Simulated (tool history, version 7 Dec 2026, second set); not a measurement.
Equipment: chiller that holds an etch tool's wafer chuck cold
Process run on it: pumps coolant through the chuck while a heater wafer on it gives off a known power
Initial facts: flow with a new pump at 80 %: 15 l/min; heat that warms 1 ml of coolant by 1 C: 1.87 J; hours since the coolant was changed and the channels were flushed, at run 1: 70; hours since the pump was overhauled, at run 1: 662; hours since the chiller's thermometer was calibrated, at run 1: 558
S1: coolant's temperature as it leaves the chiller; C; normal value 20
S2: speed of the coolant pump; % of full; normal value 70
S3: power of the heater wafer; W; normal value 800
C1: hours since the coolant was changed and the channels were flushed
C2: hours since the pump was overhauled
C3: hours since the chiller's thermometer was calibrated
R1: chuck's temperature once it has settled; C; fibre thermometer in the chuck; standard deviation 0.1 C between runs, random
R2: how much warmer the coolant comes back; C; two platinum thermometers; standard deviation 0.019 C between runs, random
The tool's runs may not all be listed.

run   hour  S1  S2    S3   C1    C2    C3    R1    R2
  1      0  20  70   800   70   662   558  26.6     2
  2     29  20  70   800   99   691   587  26.5  2.01
  3   72.2  20  70   800  142   735   630  26.5  1.96
  4  100.5  24  70   800  171   763   659  30.6  1.97
  5  135.4  20  92   800  206   798   693  25.6  1.47
  6  158.7  20  92   800  229   821   717  25.6  1.47
  7    202  20  70   800  272   864   760  26.5  1.96
  8  243.5  10  70   800  314   906   802  16.6  1.96
  9  264.4  10  70   800  334   927   822  16.4  1.99
 10  305.7  21  70   923  376   968   864  28.3  2.24
 11  339.9  14  70   606  410  1002   898  18.8  1.47
 12  382.1  14  70   606  452  1044   940  18.9   1.5
 13  418.1  14  69   403  488  1080   976  17.4  1.02
 14  444.6  15  99  1187  515  1107  1003    23  2.02

Branching from run 14: 3 alternative next runs. What would each branch give?
  A  468.7  23  70  800  539  1131  1027   ?   ?
  B  468.7  13  70  727  539  1131  1027   ?   ?
  C  468.7  28  99  641  539  1131  1027   ?   ?

run    R1    R2
  A  29.4     2
  B  18.9   1.8
  C  32.3  1.15
The same runs, with their run-to-run variation unchanged, on a tool lacking any hidden condition would have given:
run    R1    R2
  A  29.4     2
  B  18.9  1.79
  C  32.2  1.14

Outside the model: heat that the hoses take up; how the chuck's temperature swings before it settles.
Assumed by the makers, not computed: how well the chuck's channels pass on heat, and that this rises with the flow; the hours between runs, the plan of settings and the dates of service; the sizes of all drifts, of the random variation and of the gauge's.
